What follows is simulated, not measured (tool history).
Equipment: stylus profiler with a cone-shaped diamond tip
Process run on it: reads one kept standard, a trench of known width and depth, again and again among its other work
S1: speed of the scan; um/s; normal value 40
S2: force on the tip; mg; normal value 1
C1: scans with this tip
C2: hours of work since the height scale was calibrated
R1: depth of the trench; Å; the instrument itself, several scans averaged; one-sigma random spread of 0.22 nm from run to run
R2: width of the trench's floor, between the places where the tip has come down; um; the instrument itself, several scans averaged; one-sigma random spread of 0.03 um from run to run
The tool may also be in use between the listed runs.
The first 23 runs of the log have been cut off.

run,hour,S1,S2,C1,C2,R1,R2
24,257.1,96,0.99,9297,662,10103.4,41.75
25,271,35,2.44,9396,669,10164.8,42.55
26,283.4,40,1.73,9485,675,10135.2,42.44
27,296.4,35,1.69,9578,682,10136,42.45
28,310.2,150,0.45,9677,689,10069.3,40.43
29,317.8,50,2.89,9731,693,10182.8,42.46
30,329.3,50,2.89,9813,699,10182.6,42.38
31,341,50,2.89,9896,705,10184.3,42.4
32,355.3,50,2.89,9998,712,10183.8,42.41
33,365.5,41,1.11,10071,717,10109,42.29
34,380.1,18,0.44,10176,725,10072.3,42.44
35,395.6,18,0.44,10286,732,10066.9,42.38
36,410.8,28,0.71,10395,740,10084.8,42.29
37,425.1,52,0.59,10497,747,10081.8,41.99
38,440.4,63,0.43,10606,755,10069.6,41.65

4 options for the next run, each taken on its own from the tool as it stands now. Forecast them:
A,452.6,78,1.99,10693,761,?,?
B,452.6,146,0.36,10693,761,?,?
C,452.6,85,1.29,10693,761,?,?
D,452.6,25,1,10693,761,?,?

run,R1,R2
A,10152.8,42.03
B,10068.2,40.09
C,10117,41.82
D,10108.7,42.31
What these runs would have given with no unlogged condition in the tool:
run,R1,R2
A,10123.8,43.42
B,10039.4,41.48
C,10088.1,43.21
D,10079.8,43.7

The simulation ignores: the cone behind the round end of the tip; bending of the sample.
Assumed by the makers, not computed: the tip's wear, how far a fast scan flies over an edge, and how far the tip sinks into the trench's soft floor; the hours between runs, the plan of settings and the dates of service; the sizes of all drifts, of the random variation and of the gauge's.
